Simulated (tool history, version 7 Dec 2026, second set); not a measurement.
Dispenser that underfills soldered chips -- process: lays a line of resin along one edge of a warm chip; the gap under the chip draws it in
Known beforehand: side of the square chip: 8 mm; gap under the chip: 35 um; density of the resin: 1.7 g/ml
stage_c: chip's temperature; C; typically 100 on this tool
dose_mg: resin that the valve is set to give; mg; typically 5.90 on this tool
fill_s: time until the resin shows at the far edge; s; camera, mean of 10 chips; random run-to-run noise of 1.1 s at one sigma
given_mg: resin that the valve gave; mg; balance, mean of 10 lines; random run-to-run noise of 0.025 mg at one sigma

run	hour	stage_c	dose_mg	fill_s	given_mg
1	0.0	100	5.90	136.4	5.86
# hour 3.9: new syringe of resin
2	4.9	100	6.74	104.4	6.64
3	8.7	99	5.90	119.3	5.85
4	11.1	99	5.90	126.1	5.81
5	15.0	99	5.90	135.8	5.78
6	17.9	100	6.46	142.4	6.31
# hour 20.4: new syringe of resin
7	22.8	100	5.90	108.7	5.82
8	27.7	100	5.90	119.0	5.79
9	30.9	104	5.90	115.8	5.78

For run 10, what comes out?
10	35.9	110	6.39	?	?

{"run 10": {"fill_s": 105.1, "given_mg": 6.23}}
Take away the tool's hidden state, keep the run-to-run variation as it was, and the same run would have given fill_s 75.4 s, given_mg 6.37 mg.
